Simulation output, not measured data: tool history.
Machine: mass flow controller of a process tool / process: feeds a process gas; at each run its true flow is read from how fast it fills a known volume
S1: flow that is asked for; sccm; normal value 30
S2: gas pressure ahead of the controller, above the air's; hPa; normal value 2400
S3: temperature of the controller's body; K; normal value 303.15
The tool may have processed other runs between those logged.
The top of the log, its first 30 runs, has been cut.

{"run": 31, "hour": 9682.7, "S1": 11, "S2": 1480, "S3": 304.15, "true flow (%)": 99.54}
{"run": 32, "hour": 9995.1, "S1": 11, "S2": 1480, "S3": 296.15, "true flow (%)": 98.74}
{"run": 33, "hour": 10453.9, "S1": 35, "S2": 2670, "S3": 310.15, "true flow (%)": 102.43}
{"run": 34, "hour": 10666.6, "S1": 35, "S2": 2670, "S3": 310.15, "true flow (%)": 102.42}
{"run": 35, "hour": 10938.5, "S1": 30, "S2": 2150, "S3": 299.15, "true flow (%)": 100.86}
{"run": 36, "hour": 11261.3, "S1": 6, "S2": 2670, "S3": 309.15, "true flow (%)": 101.3}
{"run": 37, "hour": 11524.6, "S1": 6, "S2": 2670, "S3": 309.15, "true flow (%)": 101.48}
{"run": 38, "hour": 11729.2, "S1": 6, "S2": 2670, "S3": 309.15, "true flow (%)": 101.59}
{"run": 39, "hour": 12081.9, "S1": 6, "S2": 2670, "S3": 309.15, "true flow (%)": 101.63}
{"run": 40, "hour": 12501.2, "S1": 34, "S2": 2060, "S3": 306.15, "true flow (%)": 102.34}
{"run": 41, "hour": 12774.8, "S1": 34, "S2": 2060, "S3": 306.15, "true flow (%)": 102.43}
{"run": 42, "hour": 13196.6, "S1": 7, "S2": 2060, "S3": 298.15, "true flow (%)": 100.54}
{"hour": 13274.8, "done": "controller exchanged for a calibrated one"}
{"run": 43, "hour": 13418.0, "S1": 7, "S2": 2060, "S3": 298.15, "true flow (%)": 100.56}
{"run": 44, "hour": 13686.2, "S1": 7, "S2": 2060, "S3": 298.15, "true flow (%)": 100.72}
{"run": 45, "hour": 13967.5, "S1": 15, "S2": 2060, "S3": 295.15, "true flow (%)": 100.98}
{"run": 46, "hour": 14296.4, "S1": 30, "S2": 2330, "S3": 304.15, "true flow (%)": 102.79}
{"run": 47, "hour": 14531.7, "S1": 8, "S2": 2400, "S3": 296.15, "true flow (%)": 101.08}

Forecast each of these 5 alternatives for the next run:
{"run": "A", "hour": 14847.9, "S1": 8, "S2": 1400, "S3": 305.15, "true flow (%)": "?"}
{"run": "B", "hour": 14847.9, "S1": 39, "S2": 2400, "S3": 308.15, "true flow (%)": "?"}
{"run": "C", "hour": 14847.9, "S1": 13, "S2": 1650, "S3": 298.15, "true flow (%)": "?"}
{"run": "D", "hour": 14847.9, "S1": 19, "S2": 2400, "S3": 300.15, "true flow (%)": "?"}
{"run": "E", "hour": 14847.9, "S1": 15, "S2": 2400, "S3": 295.15, "true flow (%)": "?"}

run=A true_flow_(%)=101.43
run=B true_flow_(%)=104.07
run=C true_flow_(%)=101.08
run=D true_flow_(%)=102.27
run=E true_flow_(%)=101.60
What these runs would have given with no unlogged condition in the tool:
run=A true_flow_(%)=98.32
run=B true_flow_(%)=100.89
run=C true_flow_(%)=97.98
run=D true_flow_(%)=99.14
run=E true_flow_(%)=98.49

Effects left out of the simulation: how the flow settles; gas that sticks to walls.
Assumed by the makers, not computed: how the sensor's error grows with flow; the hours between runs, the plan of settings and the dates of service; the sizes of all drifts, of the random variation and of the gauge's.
